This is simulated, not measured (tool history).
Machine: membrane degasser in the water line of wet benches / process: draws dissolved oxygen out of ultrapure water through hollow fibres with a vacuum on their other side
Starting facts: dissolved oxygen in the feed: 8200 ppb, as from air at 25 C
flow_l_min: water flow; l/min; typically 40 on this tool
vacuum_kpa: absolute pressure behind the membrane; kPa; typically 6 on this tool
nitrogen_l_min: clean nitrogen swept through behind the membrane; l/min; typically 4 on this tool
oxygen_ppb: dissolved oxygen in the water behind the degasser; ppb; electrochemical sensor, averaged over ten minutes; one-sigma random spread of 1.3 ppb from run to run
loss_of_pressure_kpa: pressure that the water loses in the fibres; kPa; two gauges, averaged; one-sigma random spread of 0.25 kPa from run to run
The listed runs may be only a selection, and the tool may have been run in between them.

run    hour  flow_l_min  vacuum_kpa  nitrogen_l_min  oxygen_ppb  loss_of_pressure_kpa
  1       0          40           6               4       126.8                 68.76
  2    39.8          40       11.13               4       248.9                 68.96
  3    72.4          40           6               4       129.2                 68.63
  4   127.3          39           6               4       122.8                 67.47
  5   174.2          25           6               4        60.8                 42.98
  6   204.3          25           6               4          62                 43.06
  7   235.5          40           6            3.49       139.9                 68.48
  8   292.2          40           6            3.49       137.8                  68.8
  9   331.4          40           6            3.49       135.7                 69.46
 10   377.7          40           6            3.49         137                  69.5
 11   415.6          40           6               4       126.2                 69.13
 12   440.9          40           6               4       127.2                 69.06
 13   491.1          40           6               4       131.4                 68.94
 14     537          40           6               4         127                 68.95
 15   593.7          40           6            6.18       106.7                 69.17
 16   652.4          48           6            6.18       143.1                 83.82
 17   691.7          48           6            6.18       148.1                 83.17
 18   718.2          51       14.24            6.18       308.9                 88.95
 19   762.3          51       14.24            6.18       309.1                 88.65
 20   804.1          57        9.52            5.12       289.8                 99.35
 21   850.8          40        4.27            9.93        73.5                 70.05
 22   887.7          27        4.45            1.63        70.1                 47.54
 23   914.1          31        4.13               4        52.6                 54.01
 24   948.2          31        4.13               4        53.1                 53.91
 25     985          57        3.78               4       151.2                 99.48
 26  1017.5          56        9.32            4.83       288.8                 98.24
 27  1054.5          39        5.73            4.25       113.6                 68.25
 28  1090.3          40        6.06               5       119.3                 70.33
 29  1124.8          40        6.06               5       117.2                 69.38
 30  1165.5          33        6.06            9.26        64.5                 57.88
 31  1197.9          46        6.06            9.26       120.4                 80.51
 32    1235          46        5.24            9.26       110.7                 80.78
 33  1289.6          46        5.24            7.17       117.1                 80.94

Alternative continuations, all from the tool just after run 33; predict every row:
  A  1329.2          28        4.15            5.23           ?                     ?
  B  1329.2          40           6            2.94           ?                     ?
  C  1329.2          40        6.05            3.14           ?                     ?

run  oxygen_ppb  loss_of_pressure_kpa
  A        38.5                  49.2
  B       152.2                 70.26
  C       145.5                 69.95
What these runs would have given with no unlogged condition in the tool:
run  oxygen_ppb  loss_of_pressure_kpa
  A        38.5                 48.07
  B       152.1                 68.65
  C       145.4                 68.35
